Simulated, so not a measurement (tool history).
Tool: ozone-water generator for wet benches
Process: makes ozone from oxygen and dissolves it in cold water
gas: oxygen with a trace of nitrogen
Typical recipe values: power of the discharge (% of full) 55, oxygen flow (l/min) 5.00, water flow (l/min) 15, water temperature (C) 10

run   hour  power of the discharge (% of full)  oxygen flow (l/min)  water flow (l/min)  water temperature (C)  dissolved ozone (ppm)  ozone in the gas ahead of the water (g/m3)
  1    0.0                                  55                 5.00                  15                     10                   20.9                                       179.2
  2   19.1                                  55                 5.00                   9                     10                   29.7                                       180.1
  3   37.1                                  55                 5.00                   9                     10                   29.7                                       179.4
  4   76.8                                  55                 5.00                  18                     10                   18.4                                       179.3
  5  113.5                                  55                 5.00                  18                     10                   18.2                                       176.9
  6  145.7                                  55                 5.00                  18                     10                   18.0                                       178.3
  7  165.9                                  55                 5.00                  17                     10                   18.9                                       178.6
  8  207.3                                  55                 5.00                  17                     10                   19.2                                       178.1
  9  230.7                                  55                 5.00                  13                     10                   23.1                                       178.5
     238.5  -- contactor cleaned
 10  271.3                                  55                 5.00                  13                     10                   22.9                                       177.4
 11  303.4                                  55                 5.00                  13                     10                   23.2                                       178.2
 12  323.2                                  55                 5.00                  13                     10                   23.2                                       177.5
     336.0  -- contactor cleaned, once more
 13  348.9                                  56                 5.00                  13                     10                   23.9                                       179.2
 14  381.8                                  56                 5.00                  13                     10                   23.8                                       180.6
 15  402.9                                  56                 5.00                  13                     10                   23.7                                       180.7
 16  436.9                                  56                 5.00                  13                     10                   23.6                                       179.8
 17  456.4                                  54                 5.00                  16                     10                   19.9                                       175.1
 18  482.0                                  41                 5.00                  10                     10                   23.0                                       148.8
 19  511.1                                  55                 5.00                  15                      5                   22.9                                       177.6
 20  533.1                                  55                 5.00                  15                      5                   22.6                                       177.3
 21  556.4                                  55                 5.00                  15                      5                   22.5                                       177.1
 22  593.8                                  55                 5.00                  15                      5                   22.2                                       177.2
 23  635.0                                  55                 5.00                  15                      5                   22.5                                       177.3
 24  672.8                                  50                 5.30                  10                      7                   27.2                                       161.6
 25  693.2                                  49                 5.55                  10                     10                   25.6                                       154.2

Estimate the outcome of run 26 from the log above:
 26  730.7                                  49                 5.55                  10                     10                      ?                                           ?

{"run 26": {"dissolved ozone (ppm)": 25.5, "ozone in the gas ahead of the water (g/m3)": 153.2}}
With the hidden condition absent and the run-to-run variation left alone, this run would have shown dissolved ozone (ppm) 26.0, ozone in the gas ahead of the water (g/m3) 155.8.
